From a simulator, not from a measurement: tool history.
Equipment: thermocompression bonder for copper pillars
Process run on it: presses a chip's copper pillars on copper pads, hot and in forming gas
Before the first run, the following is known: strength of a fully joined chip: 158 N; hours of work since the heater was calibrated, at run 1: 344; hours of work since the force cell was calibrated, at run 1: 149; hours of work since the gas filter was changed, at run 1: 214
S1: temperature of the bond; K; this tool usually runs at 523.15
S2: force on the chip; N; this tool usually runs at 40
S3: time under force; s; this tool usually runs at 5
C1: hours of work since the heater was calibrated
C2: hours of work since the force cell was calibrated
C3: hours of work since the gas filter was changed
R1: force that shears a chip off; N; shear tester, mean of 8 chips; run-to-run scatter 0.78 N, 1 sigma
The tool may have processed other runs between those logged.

{"run": 1, "hour": 0.0, "S1": 523.15, "S2": 40, "S3": 5, "C1": 344, "C2": 149, "C3": 214, "R1": 55.5}
{"run": 2, "hour": 11.8, "S1": 523.15, "S2": 40, "S3": 5, "C1": 353, "C2": 159, "C3": 223, "R1": 53.4}
{"run": 3, "hour": 18.2, "S1": 523.15, "S2": 40, "S3": 5, "C1": 358, "C2": 164, "C3": 228, "R1": 54.2}
{"hour": 19.5, "done": "forming gas filter changed"}
{"run": 4, "hour": 29.1, "S1": 523.15, "S2": 40, "S3": 14, "C1": 366, "C2": 172, "C3": 7, "R1": 85.6}
{"run": 5, "hour": 39.5, "S1": 523.15, "S2": 52, "S3": 5, "C1": 374, "C2": 180, "C3": 16, "R1": 71.5}
{"run": 6, "hour": 50.4, "S1": 523.15, "S2": 52, "S3": 5, "C1": 383, "C2": 188, "C3": 24, "R1": 68.8}
{"run": 7, "hour": 61.4, "S1": 523.15, "S2": 52, "S3": 5, "C1": 391, "C2": 197, "C3": 33, "R1": 70.4}
{"run": 8, "hour": 66.6, "S1": 523.15, "S2": 40, "S3": 5, "C1": 395, "C2": 201, "C3": 37, "R1": 58.3}
{"run": 9, "hour": 72.9, "S1": 523.15, "S2": 40, "S3": 5, "C1": 400, "C2": 206, "C3": 42, "R1": 57.0}
{"run": 10, "hour": 80.7, "S1": 523.15, "S2": 28, "S3": 5, "C1": 406, "C2": 212, "C3": 48, "R1": 41.4}
{"run": 11, "hour": 86.5, "S1": 523.15, "S2": 28, "S3": 5, "C1": 411, "C2": 217, "C3": 52, "R1": 42.5}
{"run": 12, "hour": 98.3, "S1": 543.15, "S2": 40, "S3": 5, "C1": 420, "C2": 226, "C3": 62, "R1": 74.2}
{"run": 13, "hour": 108.0, "S1": 543.15, "S2": 40, "S3": 5, "C1": 428, "C2": 234, "C3": 69, "R1": 74.2}
{"run": 14, "hour": 119.7, "S1": 523.15, "S2": 40, "S3": 5, "C1": 437, "C2": 243, "C3": 79, "R1": 57.7}
{"run": 15, "hour": 125.5, "S1": 523.15, "S2": 40, "S3": 5, "C1": 441, "C2": 247, "C3": 83, "R1": 54.9}
{"hour": 127.9, "done": "force cell calibrated"}
{"run": 16, "hour": 138.6, "S1": 523.15, "S2": 40, "S3": 5, "C1": 451, "C2": 8, "C3": 92, "R1": 54.3}
{"hour": 149.7, "done": "force cell calibrated, once more"}
{"run": 17, "hour": 150.9, "S1": 523.15, "S2": 28, "S3": 5, "C1": 459, "C2": 1, "C3": 101, "R1": 41.8}
{"run": 18, "hour": 157.1, "S1": 523.15, "S2": 28, "S3": 5, "C1": 464, "C2": 6, "C3": 105, "R1": 42.6}
{"run": 19, "hour": 167.9, "S1": 534.15, "S2": 40, "S3": 5, "C1": 472, "C2": 14, "C3": 114, "R1": 66.7}
{"run": 20, "hour": 173.9, "S1": 534.15, "S2": 40, "S3": 5, "C1": 477, "C2": 19, "C3": 119, "R1": 64.7}
{"run": 21, "hour": 180.7, "S1": 523.15, "S2": 40, "S3": 5, "C1": 482, "C2": 24, "C3": 124, "R1": 55.2}
{"run": 22, "hour": 188.3, "S1": 523.15, "S2": 40, "S3": 10, "C1": 488, "C2": 30, "C3": 130, "R1": 72.8}
{"run": 23, "hour": 198.4, "S1": 523.15, "S2": 40, "S3": 4, "C1": 496, "C2": 38, "C3": 138, "R1": 49.9}
{"run": 24, "hour": 209.4, "S1": 502.15, "S2": 33, "S3": 6, "C1": 505, "C2": 47, "C3": 146, "R1": 35.8}
{"run": 25, "hour": 214.9, "S1": 503.15, "S2": 40, "S3": 14, "C1": 509, "C2": 51, "C3": 151, "R1": 59.6}
{"run": 26, "hour": 224.1, "S1": 528.15, "S2": 34, "S3": 6, "C1": 516, "C2": 58, "C3": 158, "R1": 54.0}
{"run": 27, "hour": 230.6, "S1": 528.15, "S2": 26, "S3": 4, "C1": 522, "C2": 63, "C3": 163, "R1": 37.7}
{"run": 28, "hour": 236.6, "S1": 538.15, "S2": 36, "S3": 11, "C1": 526, "C2": 68, "C3": 168, "R1": 81.8}
{"run": 29, "hour": 247.5, "S1": 523.15, "S2": 40, "S3": 5, "C1": 535, "C2": 77, "C3": 176, "R1": 53.5}
{"run": 30, "hour": 258.5, "S1": 523.15, "S2": 40, "S3": 5, "C1": 543, "C2": 85, "C3": 185, "R1": 53.6}
{"run": 31, "hour": 269.2, "S1": 516.15, "S2": 40, "S3": 5, "C1": 552, "C2": 94, "C3": 193, "R1": 48.3}
{"run": 32, "hour": 280.2, "S1": 523.15, "S2": 40, "S3": 12, "C1": 560, "C2": 102, "C3": 202, "R1": 73.6}
{"run": 33, "hour": 286.0, "S1": 501.15, "S2": 40, "S3": 5, "C1": 565, "C2": 107, "C3": 207, "R1": 36.7}
{"run": 34, "hour": 295.2, "S1": 501.15, "S2": 40, "S3": 5, "C1": 572, "C2": 114, "C3": 214, "R1": 38.2}
{"run": 35, "hour": 301.9, "S1": 529.15, "S2": 44, "S3": 6, "C1": 577, "C2": 119, "C3": 219, "R1": 66.5}
{"run": 36, "hour": 307.0, "S1": 523.15, "S2": 32, "S3": 5, "C1": 581, "C2": 123, "C3": 223, "R1": 44.5}
{"hour": 315.2, "done": "forming gas filter changed"}
{"run": 37, "hour": 315.5, "S1": 496.15, "S2": 25, "S3": 11, "C1": 588, "C2": 130, "C3": 0, "R1": 33.9}
{"run": 38, "hour": 322.2, "S1": 512.15, "S2": 40, "S3": 5, "C1": 593, "C2": 135, "C3": 5, "R1": 48.4}
{"run": 39, "hour": 327.8, "S1": 504.15, "S2": 39, "S3": 10, "C1": 597, "C2": 139, "C3": 10, "R1": 55.6}
{"run": 40, "hour": 338.7, "S1": 545.15, "S2": 30, "S3": 3, "C1": 606, "C2": 148, "C3": 18, "R1": 50.6}
{"run": 41, "hour": 346.3, "S1": 523.15, "S2": 57, "S3": 8, "C1": 612, "C2": 154, "C3": 24, "R1": 87.8}

Run by run, hidden condition taken away, random variation retained:
Hidden state present: true temperature of the bond over the reading, C; force that reaches the chip, % of what is set; oxide that the forming gas leaves, % of the face; drift of the gauge itself on shear_n, %.
run=1 R1=61.0
run=2 R1=59.1
run=3 R1=59.9
run=4 R1=88.1
run=5 R1=74.0
run=6 R1=71.5
run=7 R1=73.4
run=8 R1=61.1
run=9 R1=59.9
run=10 R1=43.7
run=11 R1=44.9
run=12 R1=78.1
run=13 R1=78.4
run=14 R1=61.6
run=15 R1=58.7
run=16 R1=58.7
run=17 R1=44.7
run=18 R1=45.5
run=19 R1=71.3
run=20 R1=69.2
run=21 R1=59.5
run=22 R1=78.3
run=23 R1=54.0
run=24 R1=39.2
run=25 R1=65.1
run=26 R1=59.0
run=27 R1=41.4
run=28 R1=89.0
run=29 R1=59.0
run=30 R1=59.3
run=31 R1=53.7
run=32 R1=81.6
run=33 R1=41.4
run=34 R1=43.0
run=35 R1=74.3
run=36 R1=50.3
run=37 R1=35.8
run=38 R1=50.9
run=39 R1=58.6
run=40 R1=53.2
run=41 R1=91.9
